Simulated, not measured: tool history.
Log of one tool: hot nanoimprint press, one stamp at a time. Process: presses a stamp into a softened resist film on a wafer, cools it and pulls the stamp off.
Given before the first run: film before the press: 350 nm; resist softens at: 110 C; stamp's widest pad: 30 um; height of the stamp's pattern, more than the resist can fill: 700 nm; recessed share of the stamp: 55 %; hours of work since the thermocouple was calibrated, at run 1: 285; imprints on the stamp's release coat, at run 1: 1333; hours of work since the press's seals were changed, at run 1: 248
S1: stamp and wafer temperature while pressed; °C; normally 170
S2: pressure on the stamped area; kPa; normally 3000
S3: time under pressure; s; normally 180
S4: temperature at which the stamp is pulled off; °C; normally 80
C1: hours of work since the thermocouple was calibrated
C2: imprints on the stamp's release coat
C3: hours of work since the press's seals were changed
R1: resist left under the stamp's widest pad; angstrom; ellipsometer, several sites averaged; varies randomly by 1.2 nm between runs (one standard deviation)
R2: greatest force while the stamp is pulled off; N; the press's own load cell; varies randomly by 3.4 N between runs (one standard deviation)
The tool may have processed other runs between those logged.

| run | day | S1 | S2 | S3 | S4 | C1 | C2 | C3 | R1 | R2 |
|---|---|---|---|---|---|---|---|---|---|---|
| 1 | 0 | 170 | 3000 | 180 | 80 | 285 | 1333 | 248 | 1784 | 250 |
| 2 | 1.358 | 170 | 3000 | 180 | 80 | 300 | 1404 | 263 | 1778 | 274 |
|  | 3.133 | stamp cleaned and given a new release coat |
|  | 3.8 | plate thermocouple calibrated |
| 3 | 4.1 | 170 | 3000 | 180 | 80 | 3 | 44 | 289 | 1874 | 164 |
| 4 | 6.188 | 170 | 3000 | 180 | 80 | 26 | 152 | 312 | 1872 | 170 |
| 5 | 8.492 | 170 | 3000 | 180 | 71 | 52 | 271 | 337 | 1845 | 196 |
| 6 | 10.329 | 170 | 3000 | 180 | 71 | 72 | 366 | 357 | 1861 | 196 |
| 7 | 11.683 | 170 | 3000 | 180 | 71 | 87 | 436 | 372 | 1852 | 205 |
| 8 | 13.796 | 170 | 3000 | 180 | 78 | 110 | 545 | 396 | 1830 | 198 |
| 9 | 15.675 | 170 | 3000 | 180 | 80 | 131 | 642 | 417 | 1845 | 208 |
| 10 | 17.879 | 170 | 3000 | 180 | 80 | 155 | 756 | 441 | 1832 | 225 |
| 11 | 20.504 | 169 | 3960 | 112 | 80 | 184 | 892 | 470 | 2038 | 218 |
| 12 | 22.762 | 172 | 2260 | 227 | 80 | 209 | 1009 | 495 | 1738 | 231 |
| 13 | 25.133 | 170 | 4150 | 112 | 80 | 236 | 1131 | 521 | 1899 | 249 |
| 14 | 27.483 | 170 | 3000 | 333 | 80 | 262 | 1253 | 547 | 1426 | 247 |
| 15 | 28.771 | 164 | 3000 | 180 | 80 | 276 | 1319 | 561 | 2248 | 254 |
| 16 | 30.075 | 164 | 3000 | 96 | 80 | 290 | 1387 | 576 | 2627 | 263 |

Run 17 is up next; what results do you expect?
| 17 | 31.554 | 164 | 3000 | 96 | 80 | 306 | 1463 | 592 | ? | ? |

{"run 17": {"R1": 2633, "R2": 266}}
The same run, on a tool lacking any hidden state, would have yielded R1 2671 angstrom, R2 164 N.

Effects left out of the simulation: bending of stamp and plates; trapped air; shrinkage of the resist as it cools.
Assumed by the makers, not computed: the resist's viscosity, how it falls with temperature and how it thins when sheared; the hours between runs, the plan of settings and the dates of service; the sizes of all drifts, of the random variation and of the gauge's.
